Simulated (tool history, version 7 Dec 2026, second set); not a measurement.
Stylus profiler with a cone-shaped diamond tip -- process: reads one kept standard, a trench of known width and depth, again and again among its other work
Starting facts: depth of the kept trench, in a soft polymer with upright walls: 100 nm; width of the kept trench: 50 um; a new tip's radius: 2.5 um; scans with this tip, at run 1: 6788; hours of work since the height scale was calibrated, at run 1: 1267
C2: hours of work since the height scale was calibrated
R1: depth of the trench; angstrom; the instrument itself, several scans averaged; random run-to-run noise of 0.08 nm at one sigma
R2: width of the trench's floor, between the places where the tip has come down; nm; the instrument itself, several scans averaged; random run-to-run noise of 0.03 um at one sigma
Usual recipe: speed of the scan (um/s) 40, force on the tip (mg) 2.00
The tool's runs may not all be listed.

Run 1, day 0.000: usual settings; scans with this tip 6788; C2 1267. Result: R1 1009.5 angstrom, R2 48500 nm.
Run 2, day 0.512: usual settings; scans with this tip 6840; C2 1277. Result: R1 1008.4 angstrom, R2 48470 nm.
Run 3, day 0.958: usual settings but force on the tip (mg) 5.07; scans with this tip 6886; C2 1285. Result: R1 1015.3 angstrom, R2 48530 nm.
Run 4, day 1.329: usual settings but force on the tip (mg) 0.86; scans with this tip 6924; C2 1293. Result: R1 1004.8 angstrom, R2 48420 nm.
Run 5, day 1.896: usual settings but speed of the scan (um/s) 26; scans with this tip 6982; C2 1303. Result: R1 1008.5 angstrom, R2 48540 nm.
Run 6, day 2.162: usual settings but speed of the scan (um/s) 35; scans with this tip 7009; C2 1308. Result: R1 1007.9 angstrom, R2 48490 nm.
Run 7, day 2.479: usual settings but speed of the scan (um/s) 35; scans with this tip 7041; C2 1314. Result: R1 1008.4 angstrom, R2 48510 nm.
Run 8, day 3.046: usual settings but speed of the scan (um/s) 35; scans with this tip 7100; C2 1325. Result: R1 1008.8 angstrom, R2 48540 nm.
Run 9, day 3.638: usual settings but speed of the scan (um/s) 142, force on the tip (mg) 1.36; scans with this tip 7160; C2 1337. Result: R1 1006.4 angstrom, R2 48110 nm.
Run 10, day 3.900: usual settings but speed of the scan (um/s) 67, force on the tip (mg) 3.30; scans with this tip 7187; C2 1342. Result: R1 1011.4 angstrom, R2 48430 nm.
Run 11, day 4.396: usual settings but speed of the scan (um/s) 19, force on the tip (mg) 3.14; scans with this tip 7238; C2 1351. Result: R1 1011.6 angstrom, R2 48560 nm.
Run 12, day 4.979: usual settings but speed of the scan (um/s) 38, force on the tip (mg) 5.65; scans with this tip 7297; C2 1362. Result: R1 1015.6 angstrom, R2 48540 nm.
Run 13, day 5.400: usual settings but speed of the scan (um/s) 29, force on the tip (mg) 1.33; scans with this tip 7341; C2 1370. Result: R1 1005.3 angstrom, R2 48510 nm.
Run 14, day 5.992: usual settings but speed of the scan (um/s) 26, force on the tip (mg) 2.07; scans with this tip 7401; C2 1382. Result: R1 1009.1 angstrom, R2 48550 nm.
Run 15, day 6.258: usual settings but speed of the scan (um/s) 26, force on the tip (mg) 2.07; scans with this tip 7428; C2 1387. Result: R1 1008.1 angstrom, R2 48500 nm.

Predict each of these 5 candidate next runs independently; none follows another, all start after run 15:
Run A, day 6.725: usual settings but speed of the scan (um/s) 19, force on the tip (mg) 3.21; scans with this tip 7476; C2 1396. Result: R1 ?, R2 ?.
Run B, day 6.725: usual settings but speed of the scan (um/s) 28, force on the tip (mg) 2.21; scans with this tip 7476; C2 1396. Result: R1 ?, R2 ?.
Run C, day 6.725: usual settings but speed of the scan (um/s) 10, force on the tip (mg) 0.82; scans with this tip 7476; C2 1396. Result: R1 ?, R2 ?.
Run D, day 6.725: usual settings but speed of the scan (um/s) 99, force on the tip (mg) 2.07; scans with this tip 7476; C2 1396. Result: R1 ?, R2 ?.
Run E, day 6.725: usual settings but speed of the scan (um/s) 68, force on the tip (mg) 4.45; scans with this tip 7476; C2 1396. Result: R1 ?, R2 ?.

run      R1     R2
  A  1011.1  48530
  B  1007.5  48510
  C  1006.5  48530
  D  1007.9  48310
  E  1013.1  48440
With the hidden condition removed and each run's random variation left untouched, the same runs would have given:
run      R1     R2
  A  1011.0  48550
  B  1007.4  48530
  C  1006.4  48550
  D  1007.8  48330
  E  1013.0  48460
